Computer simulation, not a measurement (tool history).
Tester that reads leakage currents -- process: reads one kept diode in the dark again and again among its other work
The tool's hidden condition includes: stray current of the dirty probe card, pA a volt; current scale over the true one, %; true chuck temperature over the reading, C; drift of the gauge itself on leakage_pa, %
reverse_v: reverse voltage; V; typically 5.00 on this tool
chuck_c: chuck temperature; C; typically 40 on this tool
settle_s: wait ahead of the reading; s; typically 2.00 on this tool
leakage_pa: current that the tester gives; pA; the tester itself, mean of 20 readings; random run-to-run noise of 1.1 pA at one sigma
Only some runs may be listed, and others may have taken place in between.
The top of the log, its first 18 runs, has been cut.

run      day  reverse_v  chuck_c  settle_s  hours of work since the probe card was cleaned  hours of work since the tester was calibrated  hours of work since the chuck was calibrated  leakage_pa
     108.575  -- probe card cleaned and baked, once more
     111.904  -- chuck's temperature calibrated
 19  113.088       1.51       31      1.52                                              63                                           2748                                            17      177.89
 20  120.388       1.51       31      1.52                                             167                                           2852                                           121      177.25
 21  124.208       1.51       31      1.52                                             222                                           2907                                           175      177.54
 22  131.733       1.51       31      5.43                                             329                                           3014                                           283      176.83
 23  140.162       5.00       31      2.25                                             449                                           3134                                           403      280.01
 24  145.892       5.00       31      2.25                                             531                                           3216                                           485      279.76
 25  152.058       5.00       33      6.17                                             619                                           3304                                           573      326.05
 26  160.008       5.00       33      6.17                                             732                                           3417                                           686      325.41
 27  163.954       5.00       33      6.17                                             788                                           3474                                           742      325.89
 28  167.438       5.18       24      0.34                                             838                                           3523                                           792      165.40
     170.083  -- tester calibrated
 29  175.883      16.88       42      2.08                                             957                                             83                                           911     1023.56
 30  184.162      18.06       40      2.00                                            1075                                            201                                          1029      911.46
 31  188.775      11.32       29      2.00                                            1141                                            266                                          1095      332.92

What if the next run were any one of these 4? Each begins from the tool's condition after run 31:
  A  192.425      11.32       33      2.00                                            1193                                            319                                          1147           ?
  B  192.425       1.96       40      2.00                                            1193                                            319                                          1147           ?
  C  192.425      19.94       37      2.00                                            1193                                            319                                          1147           ?
  D  192.425       3.94       40      1.35                                            1193                                            319                                          1147           ?

run  leakage_pa
  A      451.72
  B      382.25
  C      762.45
  D      500.88
Stripped of hidden state, with their random variation kept, the same runs would have yielded:
run  leakage_pa
  A      455.33
  B      392.69
  C      767.05
  D      513.13
